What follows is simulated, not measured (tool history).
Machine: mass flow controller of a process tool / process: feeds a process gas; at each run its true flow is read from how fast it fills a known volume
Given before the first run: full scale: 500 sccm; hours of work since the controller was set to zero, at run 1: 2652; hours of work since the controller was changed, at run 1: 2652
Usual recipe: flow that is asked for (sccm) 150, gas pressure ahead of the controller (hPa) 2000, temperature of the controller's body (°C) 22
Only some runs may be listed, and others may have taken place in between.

run	hour	flow that is asked for (sccm)	gas pressure ahead of the controller (hPa)	temperature of the controller's body (°C)	hours of work since the controller was set to zero	hours of work since the controller was changed	true flow (%)
1	0.0	150	2000	22	2652	2652	99.09
2	80.4	150	2000	22	2702	2702	98.85
3	126.2	150	2000	22	2731	2731	98.72
4	234.1	150	2000	22	2798	2798	98.53
5	303.7	150	2000	22	2841	2841	98.31
6	356.0	150	2000	22	2873	2873	98.21
7	428.1	150	2000	22	2918	2918	97.94
8	478.6	150	2000	22	2950	2950	98.00
9	534.9	150	2000	23	2985	2985	97.97
10	634.2	150	2000	22	3046	3046	97.75
11	681.9	150	2000	35	3076	3076	98.63
12	745.3	150	2000	22	3115	3115	97.40
13	795.4	150	2000	22	3146	3146	97.22
14	864.7	150	2000	22	3190	3190	97.11
15	957.5	150	2110	22	3247	3247	96.97
16	1035.8	223	2000	22	3296	3296	96.88
# hour 1042.2: gauge calibrated
17	1142.1	82	2000	22	3362	3362	98.63
18	1216.7	82	2000	22	3408	3408	98.53
19	1313.5	82	2000	22	3468	3468	98.29
20	1394.2	82	2000	22	3519	3519	98.22
21	1452.1	82	2000	22	3555	3555	97.85
22	1539.1	150	1920	22	3609	3609	97.97
23	1631.7	150	1920	22	3666	3666	97.72
24	1676.9	150	1920	22	3694	3694	97.59
25	1747.1	150	1920	23	3738	3738	97.70
26	1856.5	150	1680	23	3806	3806	97.43
27	1942.1	150	1680	23	3859	3859	97.23
28	2027.7	150	1740	24	3912	3912	96.98
29	2097.6	60	2240	32	3956	3956	97.25
30	2189.3	60	2450	29	4013	4013	96.93
31	2238.5	150	1570	20	4043	4043	96.28
# hour 2256.6: controller's zero set anew
32	2322.1	150	1570	20	41	4095	96.09
33	2433.1	150	1570	20	110	4164	95.80
34	2516.2	150	1570	20	161	4216	95.62
35	2589.4	399	2080	33	207	4261	96.99
36	2650.7	150	2000	37	245	4299	96.48
37	2709.0	150	2000	37	281	4336	96.47
38	2812.6	150	2000	37	346	4400	96.28
39	2892.8	150	2000	37	395	4450	96.13
# hour 2921.3: gauge calibrated
40	2943.4	150	2000	37	427	4481	100.16

The next listed run, before its measurement:
41	3005.5	235	2430	36	466	4520	?

true flow (%): 100.13
With the hidden condition absent and the run-to-run variation left alone, this run would have shown true flow (%) 100.33.
